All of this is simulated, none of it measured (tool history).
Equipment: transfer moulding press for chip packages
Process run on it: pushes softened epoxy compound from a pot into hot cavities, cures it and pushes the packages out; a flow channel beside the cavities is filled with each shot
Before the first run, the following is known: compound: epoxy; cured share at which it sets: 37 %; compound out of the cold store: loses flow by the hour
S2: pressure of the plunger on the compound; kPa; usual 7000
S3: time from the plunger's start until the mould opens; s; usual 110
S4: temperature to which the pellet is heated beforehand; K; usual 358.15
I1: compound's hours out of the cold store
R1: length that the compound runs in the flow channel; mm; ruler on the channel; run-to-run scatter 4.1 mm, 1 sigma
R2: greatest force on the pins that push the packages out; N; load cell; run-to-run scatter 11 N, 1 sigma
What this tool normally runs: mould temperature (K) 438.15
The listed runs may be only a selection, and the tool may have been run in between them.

{"run": 1, "hour": 0.0, "mould temperature (K)": 438.15, "S2": 7000, "S3": 110, "S4": 358.15, "I1": 36.1, "R1": 504, "R2": 526}
{"run": 2, "hour": 34.3, "mould temperature (K)": 431.15, "S2": 7000, "S3": 110, "S4": 358.15, "I1": 32.0, "R1": 529, "R2": 1072}
{"run": 3, "hour": 62.8, "mould temperature (K)": 438.15, "S2": 7000, "S3": 110, "S4": 365.15, "I1": 26.5, "R1": 513, "R2": 824}
{"run": 4, "hour": 77.7, "mould temperature (K)": 438.15, "S2": 7000, "S3": 110, "S4": 365.15, "I1": 38.4, "R1": 488, "R2": 847}
{"run": 5, "hour": 107.5, "mould temperature (K)": 438.15, "S2": 7000, "S3": 110, "S4": 365.15, "I1": 46.9, "R1": 479, "R2": 845}
{"run": 6, "hour": 134.3, "mould temperature (K)": 438.15, "S2": 7000, "S3": 110, "S4": 358.15, "I1": 42.5, "R1": 480, "R2": 895}
{"run": 7, "hour": 162.4, "mould temperature (K)": 438.15, "S2": 7000, "S3": 110, "S4": 358.15, "I1": 39.9, "R1": 486, "R2": 935}
{"hour": 169.2, "done": "cavities cleaned with cleaning compound and waxed"}
{"run": 8, "hour": 186.8, "mould temperature (K)": 438.15, "S2": 8300, "S3": 110, "S4": 358.15, "I1": 37.9, "R1": 532, "R2": 1032}
{"run": 9, "hour": 218.5, "mould temperature (K)": 444.15, "S2": 5740, "S3": 110, "S4": 358.15, "I1": 21.4, "R1": 445, "R2": 895}
{"run": 10, "hour": 232.6, "mould temperature (K)": 442.15, "S2": 7020, "S3": 110, "S4": 358.15, "I1": 18.4, "R1": 519, "R2": 918}
{"run": 11, "hour": 253.8, "mould temperature (K)": 438.15, "S2": 8610, "S3": 129, "S4": 358.15, "I1": 8.7, "R1": 608, "R2": 922}
{"run": 12, "hour": 273.1, "mould temperature (K)": 438.15, "S2": 8610, "S3": 129, "S4": 358.15, "I1": 30.1, "R1": 552, "R2": 888}
{"hour": 297.2, "done": "cavities cleaned with cleaning compound and waxed, once more"}
{"run": 13, "hour": 302.7, "mould temperature (K)": 438.15, "S2": 8610, "S3": 129, "S4": 358.15, "I1": 17.9, "R1": 577, "R2": 481}
{"hour": 319.1, "done": "plunger's sealing rings changed"}
{"run": 14, "hour": 339.4, "mould temperature (K)": 430.15, "S2": 8300, "S3": 108, "S4": 360.15, "I1": 44.4, "R1": 588, "R2": 1267}
{"run": 15, "hour": 355.7, "mould temperature (K)": 430.15, "S2": 8300, "S3": 108, "S4": 360.15, "I1": 37.2, "R1": 603, "R2": 1410}

Per-run results on a tool with no hidden state, each run keeping its own random variation:
The tool's hidden condition here consists of: true mould temperature over the reading, C; pressure that reaches the compound, % of what is set; grip of the stained cavities, % over clean ones'; drift of the gauge itself on flow_mm, %; drift of the gauge itself on push_out_n, %.
run=1 R1=537 R2=507
run=2 R1=566 R2=727
run=3 R1=551 R2=496
run=4 R1=525 R2=490
run=5 R1=517 R2=461
run=6 R1=519 R2=476
run=7 R1=527 R2=488
run=8 R1=579 R2=488
run=9 R1=486 R2=440
run=10 R1=567 R2=454
run=11 R1=665 R2=456
run=12 R1=606 R2=446
run=13 R1=636 R2=428
run=14 R1=587 R2=812
run=15 R1=603 R2=838
